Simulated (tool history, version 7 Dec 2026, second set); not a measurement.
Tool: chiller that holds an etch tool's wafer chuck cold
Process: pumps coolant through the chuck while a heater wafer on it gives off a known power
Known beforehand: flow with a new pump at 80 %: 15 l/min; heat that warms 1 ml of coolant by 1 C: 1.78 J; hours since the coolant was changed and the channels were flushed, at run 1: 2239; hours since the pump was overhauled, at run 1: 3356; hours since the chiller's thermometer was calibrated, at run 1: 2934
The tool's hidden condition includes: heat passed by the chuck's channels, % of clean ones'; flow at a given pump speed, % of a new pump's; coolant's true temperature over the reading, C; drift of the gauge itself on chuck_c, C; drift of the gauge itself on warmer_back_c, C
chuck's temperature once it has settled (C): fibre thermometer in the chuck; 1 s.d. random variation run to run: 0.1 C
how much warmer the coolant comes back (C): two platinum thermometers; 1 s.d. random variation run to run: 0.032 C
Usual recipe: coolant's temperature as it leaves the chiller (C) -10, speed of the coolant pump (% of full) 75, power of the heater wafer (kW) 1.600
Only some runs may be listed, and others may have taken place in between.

| run | hour | coolant's temperature as it leaves the chiller (C) | speed of the coolant pump (% of full) | power of the heater wafer (kW) | hours since the coolant was changed and the channels were flushed | hours since the pump was overhauled | hours since the chiller's thermometer was calibrated | chuck's temperature once it has settled (C) | how much warmer the coolant comes back (C) |
|---|---|---|---|---|---|---|---|---|---|
| 1 | 0.0 | -10 | 75 | 1.600 | 2239 | 3356 | 2934 | 0.2 | 3.88 |
| 2 | 51.8 | -10 | 75 | 1.600 | 2291 | 3407 | 2986 | 0.3 | 3.84 |
| 3 | 147.2 | -10 | 75 | 1.600 | 2386 | 3503 | 3082 | 0.2 | 3.78 |
| 4 | 225.7 | -10 | 75 | 1.118 | 2464 | 3581 | 3160 | -2.9 | 2.64 |
| 5 | 276.1 | -10 | 75 | 1.118 | 2515 | 3632 | 3211 | -3.0 | 2.61 |
| 6 | 372.3 | -1 | 75 | 1.600 | 2611 | 3728 | 3307 | 9.3 | 3.74 |
| 7 | 433.7 | -10 | 75 | 1.053 | 2672 | 3789 | 3368 | -3.3 | 2.41 |
| 8 | 481.6 | -10 | 75 | 1.742 | 2720 | 3837 | 3416 | 1.2 | 4.15 |
| 9 | 577.0 | -10 | 75 | 1.182 | 2816 | 3932 | 3511 | -2.2 | 2.72 |
| 10 | 660.9 | -10 | 75 | 1.182 | 2900 | 4016 | 3595 | -2.3 | 2.74 |
| 11 | 752.0 | -10 | 75 | 1.182 | 2991 | 4108 | 3686 | -2.5 | 2.69 |
| 12 | 827.7 | -10 | 75 | 1.667 | 3066 | 4183 | 3762 | 0.5 | 3.87 |
| 13 | 911.8 | -10 | 75 | 1.600 | 3151 | 4267 | 3846 | 0.1 | 3.68 |
| 14 | 989.8 | -10 | 75 | 1.600 | 3229 | 4345 | 3924 | 0.1 | 3.69 |
| 15 | 1061.6 | -10 | 75 | 1.600 | 3300 | 4417 | 3996 | 0.1 | 3.67 |
| 16 | 1112.8 | -10 | 75 | 1.600 | 3352 | 4468 | 4047 | 0.3 | 3.65 |
| 17 | 1163.4 | -10 | 76 | 0.811 | 3402 | 4519 | 4098 | -4.9 | 1.67 |
| 18 | 1210.5 | -10 | 76 | 0.811 | 3449 | 4566 | 4145 | -4.9 | 1.74 |
| 19 | 1270.5 | -18 | 74 | 1.142 | 3509 | 4626 | 4205 | -10.7 | 2.56 |
| 20 | 1354.0 | -18 | 74 | 1.142 | 3593 | 4710 | 4288 | -10.7 | 2.54 |
| 21 | 1409.8 | -18 | 74 | 2.085 | 3649 | 4765 | 4344 | -4.7 | 4.80 |
|  | 1451.0 | chiller's thermometer calibrated |
| 22 | 1482.5 | -1 | 70 | 1.848 | 3720 | 4837 | 31 | 11.4 | 4.51 |
| 23 | 1524.0 | -4 | 60 | 1.330 | 3762 | 4879 | 73 | 5.9 | 3.75 |
| 24 | 1592.3 | -2 | 72 | 1.330 | 3830 | 4947 | 141 | 6.7 | 3.04 |
| 25 | 1635.8 | -2 | 72 | 1.330 | 3874 | 4990 | 185 | 6.7 | 3.07 |
| 26 | 1725.2 | -15 | 75 | 1.600 | 3963 | 5080 | 274 | -4.7 | 3.55 |
| 27 | 1789.6 | -8 | 75 | 1.181 | 4027 | 5144 | 339 | -0.7 | 2.59 |
| 28 | 1836.9 | -8 | 75 | 1.181 | 4075 | 5191 | 386 | -0.5 | 2.58 |
| 29 | 1900.8 | -9 | 83 | 1.181 | 4139 | 5255 | 450 | -2.1 | 2.26 |
| 30 | 1965.0 | -9 | 83 | 1.181 | 4203 | 5319 | 514 | -2.2 | 2.17 |
| 31 | 2031.6 | -19 | 83 | 1.659 | 4269 | 5386 | 581 | -9.1 | 3.25 |

For some of the steps in how much warmer the coolant comes back (C) from one run to the next: how much would appear even if the tool had no hidden state, given the settings, what came in and random variation, and how much remains for the hidden state plus any gauge scatter that the measured result and the result without hidden state don't share?
Run 5 -> 6: coolant's temperature as it leaves the chiller (C) -10 -> -1, power of the heater wafer (kW) 1.118 -> 1.600. how much warmer the coolant comes back (C) +1.13: hidden state -0.02, all else +1.15.
Run 7 -> 8: power of the heater wafer (kW) 1.053 -> 1.742. how much warmer the coolant comes back (C) +1.74: hidden state +0.00, all else +1.74.
Run 8 -> 9: power of the heater wafer (kW) 1.742 -> 1.182. how much warmer the coolant comes back (C) -1.43: hidden state -0.02, all else -1.41.
Run 10 -> 11: no setting touched and nothing written in the log between the runs. how much warmer the coolant comes back (C) -0.05: hidden state -0.02, all else -0.03.
Run 16 -> 17: speed of the coolant pump (% of full) 75 -> 76, power of the heater wafer (kW) 1.600 -> 0.811. how much warmer the coolant comes back (C) -1.98: hidden state +0.00, all else -1.98.
Run 20 -> 21: power of the heater wafer (kW) 1.142 -> 2.085. how much warmer the coolant comes back (C) +2.26: hidden state -0.01, all else +2.27.
